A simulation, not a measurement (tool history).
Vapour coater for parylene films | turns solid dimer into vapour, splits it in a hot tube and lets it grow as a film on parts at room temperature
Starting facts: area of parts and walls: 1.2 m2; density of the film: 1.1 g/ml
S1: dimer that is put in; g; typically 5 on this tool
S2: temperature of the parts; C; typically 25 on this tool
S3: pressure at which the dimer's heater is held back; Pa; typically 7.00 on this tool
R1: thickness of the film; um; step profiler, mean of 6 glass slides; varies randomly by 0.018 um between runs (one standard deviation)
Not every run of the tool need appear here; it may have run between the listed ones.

{"run": 1, "hour": 0.0, "S1": 5, "S2": 25, "S3": 7.0, "R1": 2.41}
{"run": 2, "hour": 46.7, "S1": 5, "S2": 25, "S3": 7.0, "R1": 2.38}
{"run": 3, "hour": 89.1, "S1": 3, "S2": 25, "S3": 7.0, "R1": 1.48}
{"run": 4, "hour": 150.2, "S1": 3, "S2": 25, "S3": 7.0, "R1": 1.43}
{"run": 5, "hour": 201.3, "S1": 3, "S2": 25, "S3": 7.0, "R1": 1.44}
{"run": 6, "hour": 260.4, "S1": 3, "S2": 25, "S3": 7.0, "R1": 1.45}
{"run": 7, "hour": 304.4, "S1": 3, "S2": 25, "S3": 7.0, "R1": 1.46}
{"run": 8, "hour": 353.3, "S1": 3, "S2": 25, "S3": 7.0, "R1": 1.44}
{"run": 9, "hour": 394.3, "S1": 3, "S2": 25, "S3": 2.34, "R1": 1.57}
{"run": 10, "hour": 452.1, "S1": 3, "S2": 25, "S3": 2.34, "R1": 1.58}
{"run": 11, "hour": 489.6, "S1": 3, "S2": 25, "S3": 2.34, "R1": 1.53}
{"run": 12, "hour": 531.3, "S1": 5, "S2": 25, "S3": 7.0, "R1": 2.41}
{"run": 13, "hour": 563.5, "S1": 5, "S2": 25, "S3": 7.0, "R1": 2.4}
{"run": 14, "hour": 594.6, "S1": 5, "S2": 25, "S3": 7.0, "R1": 2.41}
{"run": 15, "hour": 649.2, "S1": 5, "S2": 25, "S3": 7.0, "R1": 2.41}
{"run": 16, "hour": 708.6, "S1": 5, "S2": 25, "S3": 7.0, "R1": 2.42}
{"run": 17, "hour": 743.2, "S1": 5, "S2": 25, "S3": 7.0, "R1": 2.39}
{"run": 18, "hour": 784.8, "S1": 5, "S2": 25, "S3": 7.0, "R1": 2.4}
{"hour": 814.5, "done": "trap's valve overhauled"}
{"run": 19, "hour": 820.5, "S1": 5, "S2": 21, "S3": 7.0, "R1": 2.56}
{"run": 20, "hour": 880.0, "S1": 5, "S2": 25, "S3": 7.0, "R1": 2.43}
{"run": 21, "hour": 920.7, "S1": 5, "S2": 17, "S3": 7.0, "R1": 2.74}
{"run": 22, "hour": 968.4, "S1": 5, "S2": 17, "S3": 7.0, "R1": 2.72}
{"run": 23, "hour": 1027.0, "S1": 5, "S2": 17, "S3": 7.0, "R1": 2.69}
{"run": 24, "hour": 1069.4, "S1": 5, "S2": 17, "S3": 7.0, "R1": 2.77}
{"run": 25, "hour": 1102.7, "S1": 5, "S2": 17, "S3": 7.0, "R1": 2.67}
{"run": 26, "hour": 1148.6, "S1": 5, "S2": 17, "S3": 7.0, "R1": 2.74}
{"run": 27, "hour": 1190.4, "S1": 4, "S2": 21, "S3": 2.76, "R1": 2.18}
{"run": 28, "hour": 1250.5, "S1": 6, "S2": 21, "S3": 2.76, "R1": 3.23}
{"run": 29, "hour": 1297.1, "S1": 4, "S2": 32, "S3": 4.44, "R1": 1.79}
{"run": 30, "hour": 1351.3, "S1": 3, "S2": 32, "S3": 4.2, "R1": 1.35}
{"run": 31, "hour": 1389.2, "S1": 5, "S2": 19, "S3": 2.71, "R1": 2.78}
{"run": 32, "hour": 1416.8, "S1": 8, "S2": 25, "S3": 7.42, "R1": 3.86}
{"run": 33, "hour": 1448.2, "S1": 4, "S2": 25, "S3": 2.68, "R1": 2.03}
{"run": 34, "hour": 1477.8, "S1": 2, "S2": 20, "S3": 3.02, "R1": 1.1}
{"run": 35, "hour": 1531.4, "S1": 2, "S2": 21, "S3": 4.86, "R1": 1.05}
{"run": 36, "hour": 1586.2, "S1": 3, "S2": 25, "S3": 7.0, "R1": 1.46}
{"run": 37, "hour": 1641.9, "S1": 3, "S2": 21, "S3": 3.57, "R1": 1.59}
{"run": 38, "hour": 1678.6, "S1": 3, "S2": 21, "S3": 3.57, "R1": 1.59}
{"run": 39, "hour": 1732.0, "S1": 4, "S2": 25, "S3": 2.07, "R1": 2.05}
{"run": 40, "hour": 1771.5, "S1": 3, "S2": 32, "S3": 4.97, "R1": 1.34}
{"hour": 1792.2, "done": "trap's valve overhauled"}
{"run": 41, "hour": 1804.1, "S1": 5, "S2": 21, "S3": 3.07, "R1": 2.69}
{"run": 42, "hour": 1840.2, "S1": 5, "S2": 21, "S3": 3.07, "R1": 2.69}
{"run": 43, "hour": 1874.3, "S1": 7, "S2": 33, "S3": 3.89, "R1": 3.09}
{"run": 44, "hour": 1935.4, "S1": 6, "S2": 33, "S3": 9.68, "R1": 2.52}
{"hour": 1960.9, "done": "table's thermometer calibrated"}
{"run": 45, "hour": 1973.8, "S1": 3, "S2": 18, "S3": 7.19, "R1": 1.59}
{"run": 46, "hour": 2031.1, "S1": 3, "S2": 18, "S3": 7.19, "R1": 1.6}

Here are 5 independent what-if runs from the current tool condition. What would each one return?
{"run": "A", "hour": 2084.3, "S1": 5, "S2": 24, "S3": 2.43, "R1": "?"}
{"run": "B", "hour": 2084.3, "S1": 7, "S2": 30, "S3": 7.0, "R1": "?"}
{"run": "C", "hour": 2084.3, "S1": 3, "S2": 18, "S3": 2.79, "R1": "?"}
{"run": "D", "hour": 2084.3, "S1": 4, "S2": 34, "S3": 8.05, "R1": "?"}
{"run": "E", "hour": 2084.3, "S1": 3, "S2": 26, "S3": 4.75, "R1": "?"}

run=A R1=2.65
run=B R1=3.14
run=C R1=1.71
run=D R1=1.65
run=E R1=1.47
Without the tool's hidden state the same runs would have given:
run=A R1=2.65
run=B R1=3.14
run=C R1=1.71
run=D R1=1.65
run=E R1=1.47
